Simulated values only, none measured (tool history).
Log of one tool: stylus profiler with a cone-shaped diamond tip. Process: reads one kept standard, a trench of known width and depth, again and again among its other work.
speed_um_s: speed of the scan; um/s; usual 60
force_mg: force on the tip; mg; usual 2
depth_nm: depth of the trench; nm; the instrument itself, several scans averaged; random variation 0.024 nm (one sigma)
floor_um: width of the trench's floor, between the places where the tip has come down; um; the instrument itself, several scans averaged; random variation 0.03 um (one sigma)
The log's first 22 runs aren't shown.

{"run": 23, "hour": 791.0, "speed_um_s": 18, "force_mg": 4.71, "depth_nm": 102.86, "floor_um": 48.32}
{"run": 24, "hour": 839.1, "speed_um_s": 16, "force_mg": 2.41, "depth_nm": 101.92, "floor_um": 48.27}
{"run": 25, "hour": 885.9, "speed_um_s": 40, "force_mg": 2.24, "depth_nm": 101.91, "floor_um": 48.19}
{"hour": 890.4, "done": "height scale calibrated on a step standard"}
{"run": 26, "hour": 916.4, "speed_um_s": 43, "force_mg": 1.4, "depth_nm": 101.58, "floor_um": 48.12}
{"run": 27, "hour": 956.3, "speed_um_s": 16, "force_mg": 4.11, "depth_nm": 102.83, "floor_um": 48.34}
{"run": 28, "hour": 982.9, "speed_um_s": 164, "force_mg": 4.28, "depth_nm": 102.86, "floor_um": 47.92}
{"run": 29, "hour": 1007.4, "speed_um_s": 20, "force_mg": 4.45, "depth_nm": 102.96, "floor_um": 48.3}
{"hour": 1040.8, "done": "height scale calibrated on a step standard, once more"}
{"run": 30, "hour": 1041.8, "speed_um_s": 20, "force_mg": 4.45, "depth_nm": 102.37, "floor_um": 48.31}
{"run": 31, "hour": 1073.8, "speed_um_s": 20, "force_mg": 4.45, "depth_nm": 102.44, "floor_um": 48.3}
{"run": 32, "hour": 1115.3, "speed_um_s": 148, "force_mg": 0.93, "depth_nm": 100.91, "floor_um": 47.48}
{"run": 33, "hour": 1142.7, "speed_um_s": 184, "force_mg": 2.66, "depth_nm": 101.73, "floor_um": 47.71}
{"run": 34, "hour": 1193.8, "speed_um_s": 184, "force_mg": 2.66, "depth_nm": 101.77, "floor_um": 47.69}
{"run": 35, "hour": 1218.6, "speed_um_s": 184, "force_mg": 2.66, "depth_nm": 101.8, "floor_um": 47.61}
{"run": 36, "hour": 1246.9, "speed_um_s": 71, "force_mg": 2.69, "depth_nm": 101.79, "floor_um": 48.03}
{"run": 37, "hour": 1270.3, "speed_um_s": 71, "force_mg": 2.69, "depth_nm": 101.78, "floor_um": 48.04}
{"run": 38, "hour": 1321.0, "speed_um_s": 71, "force_mg": 2.69, "depth_nm": 101.84, "floor_um": 48.07}

4 ways to go on from here, each from the tool as it stands after run 38. What would each give?
{"run": "A", "hour": 1364.7, "speed_um_s": 82, "force_mg": 1.24, "depth_nm": "?", "floor_um": "?"}
{"run": "B", "hour": 1364.7, "speed_um_s": 20, "force_mg": 0.68, "depth_nm": "?", "floor_um": "?"}
{"run": "C", "hour": 1364.7, "speed_um_s": 28, "force_mg": 0.81, "depth_nm": "?", "floor_um": "?"}
{"run": "D", "hour": 1364.7, "speed_um_s": 29, "force_mg": 2.39, "depth_nm": "?", "floor_um": "?"}

run=A depth_nm=101.15 floor_um=47.84
run=B depth_nm=100.76 floor_um=48.16
run=C depth_nm=100.9 floor_um=48.16
run=D depth_nm=101.71 floor_um=48.16
Without the tool's hidden state the same runs would have given:
run=A depth_nm=101.02 floor_um=48.16
run=B depth_nm=100.63 floor_um=48.47
run=C depth_nm=100.77 floor_um=48.47
run=D depth_nm=101.58 floor_um=48.47

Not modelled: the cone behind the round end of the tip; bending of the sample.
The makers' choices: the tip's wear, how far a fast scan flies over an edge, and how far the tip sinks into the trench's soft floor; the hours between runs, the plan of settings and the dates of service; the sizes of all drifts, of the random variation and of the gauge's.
